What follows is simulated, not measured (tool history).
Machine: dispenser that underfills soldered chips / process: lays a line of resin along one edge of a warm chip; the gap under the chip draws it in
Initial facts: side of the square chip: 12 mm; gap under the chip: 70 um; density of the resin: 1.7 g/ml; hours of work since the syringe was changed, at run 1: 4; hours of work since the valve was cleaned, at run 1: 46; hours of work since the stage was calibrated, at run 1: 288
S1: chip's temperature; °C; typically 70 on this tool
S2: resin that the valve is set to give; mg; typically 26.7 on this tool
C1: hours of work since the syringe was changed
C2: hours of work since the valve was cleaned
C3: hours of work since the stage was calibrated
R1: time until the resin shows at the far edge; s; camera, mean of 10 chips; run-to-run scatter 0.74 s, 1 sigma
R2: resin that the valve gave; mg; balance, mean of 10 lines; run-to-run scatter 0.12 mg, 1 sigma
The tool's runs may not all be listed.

run,day,S1,S2,C1,C2,C3,R1,R2
1,0.000,70,26.7,4,46,288,89.5,26.44
2,0.217,70,33.9,7,49,292,105.0,33.30
# day 0.388: new syringe of resin
3,0.575,70,26.7,3,55,298,84.6,26.19
# day 0.975: new syringe of resin
4,1.029,70,26.7,1,63,305,80.0,26.17
5,1.229,70,26.7,4,66,308,92.1,26.02
6,1.471,76,26.7,8,70,312,81.5,26.02
# day 1.571: new syringe of resin
7,1.933,70,26.7,6,77,320,99.3,25.90
# day 2.162: new syringe of resin
8,2.396,70,26.7,4,85,327,92.2,26.10
9,2.592,70,30.1,7,88,331,103.4,29.32
# day 2.738: new syringe of resin
10,2.800,78,26.7,1,91,334,51.4,26.05
11,3.217,83,26.7,8,98,341,54.6,25.79
# day 3.346: new syringe of resin
12,3.608,83,26.7,4,105,347,47.1,25.61
# day 3.946: new syringe of resin
13,4.062,70,26.7,2,112,354,84.4,25.64
14,4.275,70,26.7,5,116,358,98.4,25.69
15,4.471,63,26.7,9,119,361,162.0,25.60
# day 4.521: new syringe of resin
16,4.933,63,26.7,7,126,369,153.7,25.59
# day 5.100: new syringe of resin
17,5.275,63,26.7,3,132,374,133.3,25.73
# day 5.500: dispensing valve cleaned and set on the balance
18,5.521,63,26.7,6,0,378,150.6,26.89
# day 5.742: new syringe of resin
19,5.812,60,26.7,1,5,382,143.3,26.58
20,6.071,78,23.4,5,9,387,64.0,23.51
21,6.267,62,26.7,9,13,390,172.8,26.55
# day 6.338: new syringe of resin
22,6.654,62,26.7,5,19,396,156.5,26.64
# day 6.917: new syringe of resin
23,6.958,62,26.7,1,24,401,126.2,26.54
24,7.175,63,26.5,4,27,405,138.9,26.11
25,7.362,60,26.0,7,30,408,192.8,25.90
# day 7.496: new syringe of resin
26,7.562,60,26.0,1,34,411,145.2,25.59
27,7.842,60,26.0,6,38,416,178.8,25.62
# day 8.075: new syringe of resin
28,8.225,71,28.0,2,44,422,84.5,27.83
29,8.604,56,32.9,9,51,428,245.1,32.17
# day 8.675: new syringe of resin
30,8.904,56,32.9,4,56,433,203.8,32.43
# day 9.179: stage's temperature calibrated
# day 9.300: new syringe of resin
31,9.312,56,32.9,0,62,2,145.3,32.40
32,9.721,56,32.9,7,68,9,199.4,32.23
# day 9.904: new syringe of resin
33,10.146,59,23.7,4,75,16,150.2,23.22
34,10.375,59,23.7,8,79,20,177.4,23.23

Hidden state or all else? Some run-to-run changes of R1, split into what the settings, what came in and random variation would give without the hidden state, and what is left for the hidden state (with any gauge scatter that isn't in both results):
Unlogged tool condition in this case: resin's viscosity, % of fresh resin's; dose that the valve gives, % of what is set; true chip temperature over the reading, C; drift of the gauge itself on fill_s, %; drift of the gauge itself on given_mg, %.
Run 20 -> 21: S1 78 -> 62, S2 23.4 -> 26.7. R1 +108.8 s: hidden state +50.2, all else +58.6.
Run 27 -> 28: S1 60 -> 71, S2 26.0 -> 28.0, new syringe of resin. R1 -94.3 s: hidden state -42.1, all else -52.2.
Run 28 -> 29: S1 71 -> 56, S2 28.0 -> 32.9. R1 +160.6 s: hidden state +84.3, all else +76.3.
Run 30 -> 31: stage's temperature calibrated, new syringe of resin. R1 -58.5 s: hidden state -58.2, all else -0.3.
Run 31 -> 32: no setting touched and nothing written in the log between the runs. R1 +54.1 s: hidden state +50.7, all else +3.4.
